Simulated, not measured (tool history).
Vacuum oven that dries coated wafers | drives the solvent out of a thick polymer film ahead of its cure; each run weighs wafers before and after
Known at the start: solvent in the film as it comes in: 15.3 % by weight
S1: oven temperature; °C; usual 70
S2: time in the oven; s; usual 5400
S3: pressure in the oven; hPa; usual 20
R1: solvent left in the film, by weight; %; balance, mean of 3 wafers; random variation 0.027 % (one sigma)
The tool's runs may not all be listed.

{"run": 1, "hour": 0.0, "S1": 70, "S2": 5400, "S3": 20, "R1": 2.86}
{"run": 2, "hour": 27.7, "S1": 70, "S2": 5400, "S3": 20, "R1": 2.91}
{"run": 3, "hour": 49.0, "S1": 70, "S2": 5400, "S3": 20, "R1": 2.87}
{"run": 4, "hour": 66.3, "S1": 70, "S2": 5400, "S3": 20, "R1": 2.85}
{"run": 5, "hour": 94.5, "S1": 70, "S2": 5400, "S3": 20, "R1": 2.86}
{"run": 6, "hour": 122.8, "S1": 70, "S2": 5400, "S3": 20, "R1": 2.93}
{"run": 7, "hour": 160.4, "S1": 70, "S2": 5400, "S3": 20, "R1": 2.86}
{"run": 8, "hour": 178.8, "S1": 70, "S2": 5400, "S3": 20, "R1": 2.88}
{"run": 9, "hour": 214.1, "S1": 70, "S2": 5400, "S3": 20, "R1": 2.88}
{"run": 10, "hour": 234.1, "S1": 70, "S2": 5400, "S3": 20, "R1": 2.85}
{"run": 11, "hour": 252.2, "S1": 70, "S2": 5400, "S3": 20, "R1": 2.84}
{"run": 12, "hour": 282.4, "S1": 70, "S2": 5400, "S3": 20, "R1": 2.83}
{"run": 13, "hour": 304.0, "S1": 70, "S2": 5400, "S3": 20, "R1": 2.88}
{"run": 14, "hour": 325.0, "S1": 70, "S2": 5400, "S3": 20, "R1": 2.89}
{"run": 15, "hour": 361.2, "S1": 78, "S2": 5400, "S3": 20, "R1": 1.62}
{"run": 16, "hour": 378.7, "S1": 68, "S2": 5400, "S3": 20, "R1": 3.36}
{"run": 17, "hour": 413.9, "S1": 70, "S2": 5400, "S3": 33.1, "R1": 4.07}
{"run": 18, "hour": 446.0, "S1": 70, "S2": 5400, "S3": 33.1, "R1": 4.11}
{"run": 19, "hour": 479.3, "S1": 70, "S2": 5400, "S3": 18.9, "R1": 2.76}
{"run": 20, "hour": 517.0, "S1": 70, "S2": 5400, "S3": 18.9, "R1": 2.7}
{"hour": 520.4, "done": "vacuum gauge cleaned of residue and calibrated"}
{"run": 21, "hour": 547.7, "S1": 70, "S2": 5400, "S3": 18.9, "R1": 2.8}
{"run": 22, "hour": 573.9, "S1": 59, "S2": 5400, "S3": 20, "R1": 6.38}
{"run": 23, "hour": 606.9, "S1": 70, "S2": 5400, "S3": 20.2, "R1": 2.88}
{"run": 24, "hour": 640.5, "S1": 70, "S2": 3240, "S3": 72.5, "R1": 8.57}
{"run": 25, "hour": 665.2, "S1": 70, "S2": 3240, "S3": 72.5, "R1": 8.52}
{"run": 26, "hour": 692.4, "S1": 59, "S2": 5400, "S3": 44.9, "R1": 9.37}
{"hour": 708.3, "done": "vacuum gauge cleaned of residue and calibrated, once more"}
{"run": 27, "hour": 722.0, "S1": 59, "S2": 5400, "S3": 44.9, "R1": 9.05}
{"run": 28, "hour": 752.8, "S1": 59, "S2": 8640, "S3": 23.8, "R1": 5.12}
{"run": 29, "hour": 785.4, "S1": 59, "S2": 8640, "S3": 23.8, "R1": 5.04}
{"run": 30, "hour": 815.1, "S1": 62, "S2": 8640, "S3": 52, "R1": 7.79}
{"run": 31, "hour": 833.2, "S1": 79, "S2": 8160, "S3": 52, "R1": 3.5}
{"run": 32, "hour": 862.2, "S1": 71, "S2": 8640, "S3": 20, "R1": 1.98}
{"run": 33, "hour": 883.7, "S1": 71, "S2": 4860, "S3": 25.8, "R1": 3.16}
{"run": 34, "hour": 920.1, "S1": 74, "S2": 4860, "S3": 19.4, "R1": 2}
{"run": 35, "hour": 942.1, "S1": 63, "S2": 9660, "S3": 18.5, "R1": 3.02}
{"run": 36, "hour": 967.7, "S1": 64, "S2": 5640, "S3": 28.9, "R1": 5.14}
{"run": 37, "hour": 1000.3, "S1": 83, "S2": 3240, "S3": 28.9, "R1": 1.86}
{"run": 38, "hour": 1030.0, "S1": 83, "S2": 6480, "S3": 28.9, "R1": 1.65}
{"run": 39, "hour": 1047.1, "S1": 70, "S2": 5400, "S3": 10.5, "R1": 1.79}
{"run": 40, "hour": 1075.7, "S1": 69, "S2": 8100, "S3": 20, "R1": 2.29}
{"run": 41, "hour": 1102.5, "S1": 69, "S2": 8100, "S3": 20, "R1": 2.29}
{"run": 42, "hour": 1133.4, "S1": 69, "S2": 8100, "S3": 20, "R1": 2.22}
{"run": 43, "hour": 1154.8, "S1": 63, "S2": 3540, "S3": 20, "R1": 6.09}
{"hour": 1189.0, "done": "oven's thermocouples calibrated"}
{"run": 44, "hour": 1189.1, "S1": 63, "S2": 3540, "S3": 20, "R1": 6.58}
{"run": 45, "hour": 1224.3, "S1": 63, "S2": 3540, "S3": 20, "R1": 6.64}
{"run": 46, "hour": 1256.5, "S1": 63, "S2": 3540, "S3": 20, "R1": 6.57}

Measured less the same run without the tool's hidden state. The same run-to-run variation is in both; the gauge's scatter may not be:
The hidden state here: true wafer temperature over the reading, C; true pressure over the reading, kPa; drift of the gauge itself on solvent_pct, %.
run=1 R1=+0.01
run=2 R1=+0.01
run=3 R1=+0
run=4 R1=+0
run=5 R1=-0.01
run=6 R1=+0
run=7 R1=-0.01
run=8 R1=-0.01
run=9 R1=-0.01
run=10 R1=-0.01
run=11 R1=-0.02
run=12 R1=-0.02
run=13 R1=-0.01
run=14 R1=-0.02
run=15 R1=+0.03
run=16 R1=-0.04
run=17 R1=-0.05
run=18 R1=-0.06
run=19 R1=-0.03
run=20 R1=-0.03
run=21 R1=+0.02
run=22 R1=-0.06
run=23 R1=+0.01
run=24 R1=-0.17
run=25 R1=-0.18
run=26 R1=-0.11
run=27 R1=-0.38
run=28 R1=-0.32
run=29 R1=-0.33
run=30 R1=-0.38
run=31 R1=-0.14
run=32 R1=-0.11
run=33 R1=-0.23
run=34 R1=-0.16
run=35 R1=-0.22
run=36 R1=-0.35
run=37 R1=-0.11
run=38 R1=-0.06
run=39 R1=-0.2
run=40 R1=-0.15
run=41 R1=-0.15
run=42 R1=-0.15
run=43 R1=-0.4
run=44 R1=+0.14
run=45 R1=+0.14
run=46 R1=+0.13

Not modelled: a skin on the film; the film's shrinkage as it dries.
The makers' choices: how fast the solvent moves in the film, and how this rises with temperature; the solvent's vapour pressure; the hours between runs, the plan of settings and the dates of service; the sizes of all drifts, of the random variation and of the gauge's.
